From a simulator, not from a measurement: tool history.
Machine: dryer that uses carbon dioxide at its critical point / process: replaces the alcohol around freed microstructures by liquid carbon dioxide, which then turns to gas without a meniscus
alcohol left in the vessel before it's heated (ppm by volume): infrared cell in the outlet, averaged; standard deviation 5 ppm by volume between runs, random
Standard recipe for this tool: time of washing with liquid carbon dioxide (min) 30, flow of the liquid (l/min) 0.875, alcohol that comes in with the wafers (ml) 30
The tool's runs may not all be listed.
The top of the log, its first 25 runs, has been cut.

| run | hour | time of washing with liquid carbon dioxide (min) | flow of the liquid (l/min) | alcohol that comes in with the wafers (ml) | alcohol left in the vessel before it's heated (ppm by volume) |
|---|---|---|---|---|---|
| 26 | 1043.4 | 25 | 0.722 | 72 | 405 |
| 27 | 1080.1 | 35 | 0.875 | 48 | 68 |
| 28 | 1110.6 | 28 | 0.875 | 30 | 92 |
| 29 | 1157.7 | 28 | 0.875 | 30 | 103 |
| 30 | 1206.9 | 40 | 0.875 | 90 | 74 |
|  | 1215.5 | inlet filter changed |
| 31 | 1259.4 | 40 | 0.875 | 90 | 75 |
| 32 | 1303.2 | 40 | 0.875 | 90 | 80 |
| 33 | 1335.3 | 30 | 0.684 | 23 | 116 |
| 34 | 1373.4 | 30 | 0.684 | 23 | 137 |
| 35 | 1422.2 | 38 | 1.267 | 44 | 74 |
| 36 | 1474.9 | 30 | 0.875 | 33 | 113 |
| 37 | 1519.4 | 20 | 1.085 | 94 | 290 |
| 38 | 1551.3 | 30 | 0.899 | 30 | 114 |
| 39 | 1607.3 | 40 | 0.95 | 103 | 111 |
| 40 | 1653.6 | 36 | 1.095 | 36 | 108 |
| 41 | 1707.1 | 36 | 1.095 | 36 | 119 |
| 42 | 1757.5 | 36 | 1.095 | 36 | 119 |
|  | 1785.6 | inlet filter changed |
| 43 | 1806.9 | 21 | 0.875 | 30 | 221 |
| 44 | 1841.5 | 30 | 1.159 | 43 | 135 |
| 45 | 1887.9 | 30 | 1.159 | 43 | 142 |
| 46 | 1944.4 | 30 | 1.159 | 43 | 150 |
| 47 | 1989.6 | 30 | 1.159 | 43 | 147 |

Here are 3 independent what-if runs from the current tool condition. What would each one return?
| A | 2046.4 | 30 | 0.875 | 55 | ? |
| B | 2046.4 | 41 | 0.875 | 26 | ? |
| C | 2046.4 | 36 | 0.916 | 59 | ? |

| run | alcohol left in the vessel before it's heated (ppm by volume) |
|---|---|
| A | 196 |
| B | 159 |
| C | 162 |
With the hidden condition removed and each run's random variation left untouched, the same runs would have given:
| run | alcohol left in the vessel before it's heated (ppm by volume) |
|---|---|
| A | 34 |
| B | 12 |
| C | 10 |
